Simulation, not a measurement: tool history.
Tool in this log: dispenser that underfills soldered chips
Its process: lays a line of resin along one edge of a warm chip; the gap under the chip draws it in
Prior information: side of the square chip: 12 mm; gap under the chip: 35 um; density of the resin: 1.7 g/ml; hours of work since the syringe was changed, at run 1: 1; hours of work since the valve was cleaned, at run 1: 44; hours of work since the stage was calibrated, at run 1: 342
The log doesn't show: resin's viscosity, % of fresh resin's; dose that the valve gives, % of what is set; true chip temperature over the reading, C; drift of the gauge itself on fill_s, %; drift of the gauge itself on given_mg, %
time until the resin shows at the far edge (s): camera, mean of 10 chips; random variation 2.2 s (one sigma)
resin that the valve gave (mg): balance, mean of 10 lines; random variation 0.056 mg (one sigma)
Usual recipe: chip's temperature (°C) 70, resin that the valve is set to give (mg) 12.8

run   hour  chip's temperature (°C)  resin that the valve is set to give (mg)  hours of work since the syringe was changed  hours of work since the valve was cleaned  hours of work since the stage was calibrated  time until the resin shows at the far edge (s)  resin that the valve gave (mg)
  1      0                       70                                      12.8                                            1                                         44                                           342                                           205.9                           12.35
         8  -- new syringe of resin
  2    8.1                       70                                      12.8                                            0                                         49                                           347                                           194.6                           12.31
      17.2  -- new syringe of resin
      18.2  -- dispensing valve cleaned and set on the balance
  3   18.9                       70                                      12.8                                            0                                          0                                           353                                           199.4                           12.78
  4   25.4                       70                                      12.8                                            5                                          5                                           357                                           234.4                           12.84
      27.3  -- new syringe of resin
  5   33.1                       70                                      12.8                                            4                                          9                                           361                                           219.4                           12.72
      36.6  -- new syringe of resin
      45.8  -- new syringe of resin
  6   47.1                       70                                      12.8                                            1                                         18                                           370                                             204                           12.59
      54.6  -- new syringe of resin
  7     55                       70                                      12.8                                            0                                         22                                           375                                           197.9                           12.59
      63.5  -- new syringe of resin
  8   64.9                       62                                      12.8                                            1                                         28                                           381                                           287.3                           12.51
  9   71.7                       70                                      12.8                                            5                                         33                                           385                                           235.4                           12.52
      73.1  -- new syringe of resin
      82.7  -- new syringe of resin
 10     85                       72                                      12.8                                            1                                         41                                           393                                           189.9                           12.45
      91.6  -- new syringe of resin
 11   94.5                       72                                      12.8                                            2                                         47                                           399                                           191.7                           12.32
     100.5  -- new syringe of resin
 12  100.5                       72                                      12.8                                            0                                         50                                           402                                           179.9                           12.31
 13  106.2                       77                                      13.7                                            4                                         54                                           406                                           163.6                           13.09
     108.3  -- dispensing valve cleaned and set on the balance
     110.4  -- new syringe of resin
     119.5  -- new syringe of resin
 14  119.6                       77                                      13.7                                            0                                          7                                           413                                           142.4                           13.71
     128.4  -- new syringe of resin
 15    129                       78                                      12.8                                            0                                         12                                           419                                           139.4                           12.71
     137.9  -- new syringe of resin
 16  137.9                       79                                      12.8                                            0                                         18                                           424                                             133                           12.69
 17  143.8                       70                                      11.8                                            4                                         22                                           428                                             230                           11.66
     146.8  -- new syringe of resin
 18  149.7                       57                                      12.6                                            2                                         25                                           432                                           369.6                           12.45
     156.7  -- new syringe of resin
 19  161.2                       70                                      13.8                                            3                                         32                                           439                                           210.3                           13.39
     165.8  -- new syringe of resin
 20  168.2                       58                                      14.9                                            1                                         36                                           443                                           337.4                           14.42
     175.2  -- new syringe of resin
 21  176.5                       58                                      14.9                                            1                                         41                                           448                                           330.8                           14.38
     184.1  -- new syringe of resin
 22  188.1                       78                                        16                                            3                                         49                                           455                                           146.2                           15.44
     193.9  -- new syringe of resin
     198.2  -- dispensing valve cleaned and set on the balance
 23  198.8                       68                                      13.3                                            2                                          0                                           461                                           230.5                           13.32
     204.4  -- new syringe of resin
 24  204.7                       68                                      13.3                                            0                                          4                                           465                                           206.6                           13.28

Alternative continuations, all from the tool just after run 24; predict every row:
     214.3  -- new syringe of resin
  A  215.7                       56                                      13.7                                            1                                         11                                           471                                               ?                               ?
     214.3  -- new syringe of resin
  B  215.7                       77                                      13.8                                            1                                         11                                           471                                               ?                               ?
     214.3  -- new syringe of resin
  C  215.7                       63                                      14.8                                            1                                         11                                           471                                               ?                               ?
     214.3  -- new syringe of resin
  D  215.7                       68                                      13.3                                            1                                         11                                           471                                               ?                               ?
     214.3  -- new syringe of resin
  E  215.7                       83                                      12.8                                            1                                         11                                           471                                               ?                               ?

run  time until the resin shows at the far edge (s)  resin that the valve gave (mg)
  A                                           369.2                           13.55
  B                                           144.8                           13.69
  C                                           271.8                            14.7
  D                                           214.2                           13.16
  E                                           117.6                           12.65
Had the tool no hidden state, the same runs would have come out as:
run  time until the resin shows at the far edge (s)  resin that the valve gave (mg)
  A                                             401                           13.67
  B                                           155.1                           13.82
  C                                           293.9                           14.83
  D                                           230.7                           13.28
  E                                           125.4                           12.77
